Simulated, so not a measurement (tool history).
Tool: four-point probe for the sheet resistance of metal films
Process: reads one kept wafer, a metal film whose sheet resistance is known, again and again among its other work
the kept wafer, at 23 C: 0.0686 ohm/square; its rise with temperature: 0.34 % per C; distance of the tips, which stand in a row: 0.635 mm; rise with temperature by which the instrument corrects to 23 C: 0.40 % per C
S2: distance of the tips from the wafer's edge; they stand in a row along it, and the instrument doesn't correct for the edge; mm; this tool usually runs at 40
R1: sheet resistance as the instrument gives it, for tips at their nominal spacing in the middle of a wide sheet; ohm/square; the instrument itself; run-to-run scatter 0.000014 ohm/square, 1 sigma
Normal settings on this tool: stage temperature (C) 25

{"run": 1, "hour": 0.0, "stage temperature (C)": 25, "S2": 40, "R1": 0.06853}
{"run": 2, "hour": 11.8, "stage temperature (C)": 25, "S2": 12, "R1": 0.068615}
{"run": 3, "hour": 22.5, "stage temperature (C)": 25, "S2": 12, "R1": 0.06864}
{"run": 4, "hour": 29.1, "stage temperature (C)": 25, "S2": 12, "R1": 0.068601}
{"run": 5, "hour": 39.9, "stage temperature (C)": 25, "S2": 12, "R1": 0.068625}
{"run": 6, "hour": 51.1, "stage temperature (C)": 25, "S2": 34, "R1": 0.068513}
{"run": 7, "hour": 65.3, "stage temperature (C)": 25, "S2": 34, "R1": 0.068529}
{"run": 8, "hour": 79.1, "stage temperature (C)": 19, "S2": 40, "R1": 0.068808}
{"run": 9, "hour": 94.1, "stage temperature (C)": 23, "S2": 39, "R1": 0.068607}
{"run": 10, "hour": 106.9, "stage temperature (C)": 19, "S2": 36, "R1": 0.068783}

Here are 4 independent what-if runs from the current tool condition. What would each one return?
{"run": "A", "hour": 115.2, "stage temperature (C)": 28, "S2": 8, "R1": "?"}
{"run": "B", "hour": 115.2, "stage temperature (C)": 29, "S2": 12, "R1": "?"}
{"run": "C", "hour": 115.2, "stage temperature (C)": 19, "S2": 37, "R1": "?"}
{"run": "D", "hour": 115.2, "stage temperature (C)": 22, "S2": 17, "R1": "?"}

run=A R1=0.068600
run=B R1=0.068448
run=C R1=0.068799
run=D R1=0.068712
With no hidden state in the tool, these same runs would have given:
run=A R1=0.068600
run=B R1=0.068447
run=C R1=0.068798
run=D R1=0.068712
